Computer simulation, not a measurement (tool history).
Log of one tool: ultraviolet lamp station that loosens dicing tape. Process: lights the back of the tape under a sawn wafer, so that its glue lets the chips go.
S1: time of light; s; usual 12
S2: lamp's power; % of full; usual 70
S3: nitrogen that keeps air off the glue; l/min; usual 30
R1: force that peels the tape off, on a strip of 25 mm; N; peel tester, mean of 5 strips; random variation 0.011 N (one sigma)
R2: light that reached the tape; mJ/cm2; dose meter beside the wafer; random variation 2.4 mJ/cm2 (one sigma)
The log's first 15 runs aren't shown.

Run 16, hour 148.9: usual settings but S1 14 s, S3 29 l/min. Result: R1 0.475 N, R2 284 mJ/cm2.
Run 17, hour 158.3: usual settings but S1 14 s, S3 29 l/min. Result: R1 0.467 N, R2 292 mJ/cm2.
Run 18, hour 171.7: usual settings but S1 14 s, S3 29 l/min. Result: R1 0.490 N, R2 284 mJ/cm2.
Run 19, hour 179.0: usual settings but S1 14 s, S2 91 % of full, S3 14 l/min. Result: R1 0.498 N, R2 371 mJ/cm2.
Run 20, hour 188.9: usual settings but S1 14 s, S2 96 % of full, S3 28 l/min. Result: R1 0.256 N, R2 390 mJ/cm2.
Run 21, hour 196.9: usual settings but S1 22 s, S2 99 % of full, S3 56 l/min. Result: R1 0.144 N, R2 633 mJ/cm2.
Run 22, hour 207.7: usual settings but S1 22 s, S2 99 % of full, S3 56 l/min. Result: R1 0.141 N, R2 630 mJ/cm2.
Run 23, hour 220.8: usual settings but S1 22 s, S2 99 % of full, S3 56 l/min. Result: R1 0.149 N, R2 632 mJ/cm2.
At hour 221.9: window cleaned of glue's vapour.
Run 24, hour 234.1: usual settings but S1 13 s, S3 23 l/min. Result: R1 0.710 N, R2 258 mJ/cm2.
Run 25, hour 242.2: usual settings but S1 7 s, S2 62 % of full. Result: R1 2.205 N, R2 123 mJ/cm2.
Run 26, hour 251.6: usual settings but S1 7 s, S2 62 % of full. Result: R1 2.135 N, R2 121 mJ/cm2.
At hour 253.8: window cleaned of glue's vapour, once more.
Run 27, hour 263.9: usual settings but S1 6 s, S2 62 % of full. Result: R1 2.116 N, R2 117 mJ/cm2.
Run 28, hour 272.8: usual settings but S1 14 s, S2 94 % of full. Result: R1 0.226 N, R2 409 mJ/cm2.
Run 29, hour 279.4: usual settings but S1 18 s. Result: R1 0.247 N, R2 399 mJ/cm2.
Run 30, hour 291.2: usual settings but S2 79 % of full. Result: R1 0.440 N, R2 296 mJ/cm2.
Run 31, hour 298.6: usual settings but S1 24 s, S3 51 l/min. Result: R1 0.136 N, R2 521 mJ/cm2.
Run 32, hour 304.3: usual settings but S2 96 % of full. Result: R1 0.297 N, R2 362 mJ/cm2.
Run 33, hour 316.6: usual settings but S1 21 s, S2 81 % of full, S3 27 l/min. Result: R1 0.184 N, R2 533 mJ/cm2.

3 ways to go on from here, each from the tool as it stands after run 33. What would each give?
Run A, hour 328.1: usual settings. Result: R1 ?, R2 ?.
Run B, hour 328.1: usual settings but S1 15 s, S2 81 % of full, S3 44 l/min. Result: R1 ?, R2 ?.
Run C, hour 328.1: usual settings but S1 7 s, S2 64 % of full, S3 27 l/min. Result: R1 ?, R2 ?.

run     R1   R2
  A  0.571  263
  B  0.215  376
  C  1.909  142
Without the tool's hidden state the same runs would have given:
run     R1   R2
  A  0.488  282
  B  0.195  404
  C  1.727  152
